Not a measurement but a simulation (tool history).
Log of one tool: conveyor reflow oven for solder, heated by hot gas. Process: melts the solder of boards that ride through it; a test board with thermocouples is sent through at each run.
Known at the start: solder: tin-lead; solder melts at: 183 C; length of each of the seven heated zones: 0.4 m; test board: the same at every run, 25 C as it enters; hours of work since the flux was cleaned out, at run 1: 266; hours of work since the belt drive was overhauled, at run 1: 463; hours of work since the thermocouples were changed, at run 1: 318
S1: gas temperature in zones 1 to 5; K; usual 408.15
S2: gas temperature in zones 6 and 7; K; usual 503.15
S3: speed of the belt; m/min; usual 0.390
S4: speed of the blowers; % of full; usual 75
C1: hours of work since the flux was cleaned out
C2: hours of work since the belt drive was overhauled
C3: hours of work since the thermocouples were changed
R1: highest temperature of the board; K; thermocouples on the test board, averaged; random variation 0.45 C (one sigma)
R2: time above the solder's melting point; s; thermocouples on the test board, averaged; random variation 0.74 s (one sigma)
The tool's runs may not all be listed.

run   hour      S1      S2     S3  S4   C1   C2   C3      R1     R2
  1    0.0  408.15  503.15  0.390  75  266  463  318  487.35   86.4
  2   12.7  408.15  503.15  0.390  75  273  470  325  486.95   86.7
  3   28.0  408.15  503.15  0.390  75  281  478  334  486.95   86.9
  4   45.9  408.15  503.15  0.390  75  291  488  343  485.65   86.1
  5   59.4  408.15  503.15  0.390  75  299  496  351  485.85   87.7
  6   72.1  408.15  492.15  0.390  75  306  503  358  476.85   72.9
  7   83.8  408.15  503.15  0.390  75  312  509  364  486.35   86.6
  8   98.8  408.15  503.15  0.390  75  320  517  372  486.05   87.0
  9  115.8  408.15  503.15  0.390  75  330  527  382  486.25   85.4
 10  132.5  408.15  503.15  0.390  75  339  536  391  486.15   86.7
 11  153.7  408.15  503.15  0.390  75  351  548  403  486.65   85.4
 12  165.4  408.15  503.15  0.390  75  357  554  409  486.65   87.2
 13  180.7  408.15  503.15  0.390  75  365  562  418  485.45   85.7
 14  204.2  408.15  503.15  0.390  58  378  575  430  482.65   80.0
 15  221.0  408.15  503.15  0.317  67  388  585  440  490.55  114.6
 16  243.4  408.15  503.15  0.317  67  400  597  452  490.65  116.0
     255.1  -- flux residue cleaned out of gas plates and filters
 17  268.3  407.15  503.15  0.421  75    7  608  463  487.15   81.0
 18  278.2  407.15  503.15  0.421  75   13  613  468  485.15   80.1
 19  301.8  407.15  503.15  0.421  75   26  626  481  485.75   80.2
 20  316.9  419.15  503.15  0.421  75   34  635  490  487.95   89.2
 21  331.5  419.15  503.15  0.421  75   42  643  498  487.85   89.1
 22  355.3  408.15  514.15  0.390  62   55  656  511  495.65   97.1
 23  371.9  408.15  514.15  0.390  62   64  665  520  495.45   98.1
 24  386.0  395.15  503.15  0.358  69   72  673  528  487.35   91.6
 25  399.5  398.15  503.15  0.358  69   79  680  535  487.75   93.0
 26  423.9  421.15  503.15  0.390  75   93  693  549  489.75  100.5

Forecast each of these 5 alternatives for the next run:
  A  435.8  408.15  503.15  0.390  81  99  700  555   ?   ?
  B  435.8  408.15  503.15  0.322  55  99  700  555   ?   ?
  C  435.8  421.15  502.15  0.390  75  99  700  555   ?   ?
  D  435.8  421.15  503.15  0.442  75  99  700  555   ?   ?
  E  435.8  400.15  503.15  0.390  78  99  700  555   ?   ?

run      R1     R2
  A  489.25   92.8
  B  490.45  111.5
  C  489.35   99.3
  D  487.55   84.1
  E  487.15   85.2
Without the tool's hidden state the same runs would have given:
run      R1     R2
  A  490.85   93.0
  B  491.95  111.3
  C  490.95   99.1
  D  489.05   84.4
  E  488.75   85.7

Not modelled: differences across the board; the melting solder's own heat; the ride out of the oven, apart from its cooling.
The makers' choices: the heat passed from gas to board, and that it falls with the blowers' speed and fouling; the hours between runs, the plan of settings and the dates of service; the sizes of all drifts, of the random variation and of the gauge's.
